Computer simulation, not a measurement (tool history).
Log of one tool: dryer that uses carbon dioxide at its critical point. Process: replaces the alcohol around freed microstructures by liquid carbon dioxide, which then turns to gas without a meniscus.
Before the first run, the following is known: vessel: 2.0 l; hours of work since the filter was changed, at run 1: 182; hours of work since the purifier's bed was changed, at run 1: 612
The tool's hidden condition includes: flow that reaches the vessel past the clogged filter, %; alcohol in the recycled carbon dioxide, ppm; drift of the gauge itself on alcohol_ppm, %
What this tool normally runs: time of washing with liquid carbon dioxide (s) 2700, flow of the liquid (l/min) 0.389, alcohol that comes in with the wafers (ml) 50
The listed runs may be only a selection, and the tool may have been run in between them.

run	hour	time of washing with liquid carbon dioxide (s)	flow of the liquid (l/min)	alcohol that comes in with the wafers (ml)	hours of work since the filter was changed	hours of work since the purifier's bed was changed	alcohol left in the vessel before it's heated (ppm by volume)
1	0.0	2700	0.389	50	182	612	125
2	33.2	2700	0.389	107	198	629	186
3	58.9	2700	0.389	107	211	642	193
4	108.9	2700	0.389	21	237	667	104
5	149.9	2700	0.389	21	257	688	125
# hour 183.1: inlet filter changed
6	184.1	2700	0.265	21	1	704	168
7	239.2	2700	0.265	21	28	732	183
8	283.1	3240	0.282	59	51	754	174
9	332.7	2760	0.275	84	76	779	396
10	372.8	2700	0.460	32	96	800	114
11	435.6	2700	0.460	32	128	831	119
12	478.9	2700	0.460	32	150	853	127
13	526.4	2700	0.460	32	174	877	128
14	575.6	2700	0.401	45	198	902	154

A few steps of alcohol left in the vessel before it's heated (ppm by volume) between consecutive runs. Split each: what settings, incoming material and random variation would produce without the hidden state, and what is left over for the hidden state, along with gauge scatter present in only one of the two compared results (measured, and without hidden state):
Run 9 -> 10: time of washing with liquid carbon dioxide (s) 2760 -> 2700, flow of the liquid (l/min) 0.275 -> 0.460, alcohol that comes in with the wafers (ml) 84 -> 32. alcohol left in the vessel before it's heated (ppm by volume) -282: hidden state -60, all else -222.

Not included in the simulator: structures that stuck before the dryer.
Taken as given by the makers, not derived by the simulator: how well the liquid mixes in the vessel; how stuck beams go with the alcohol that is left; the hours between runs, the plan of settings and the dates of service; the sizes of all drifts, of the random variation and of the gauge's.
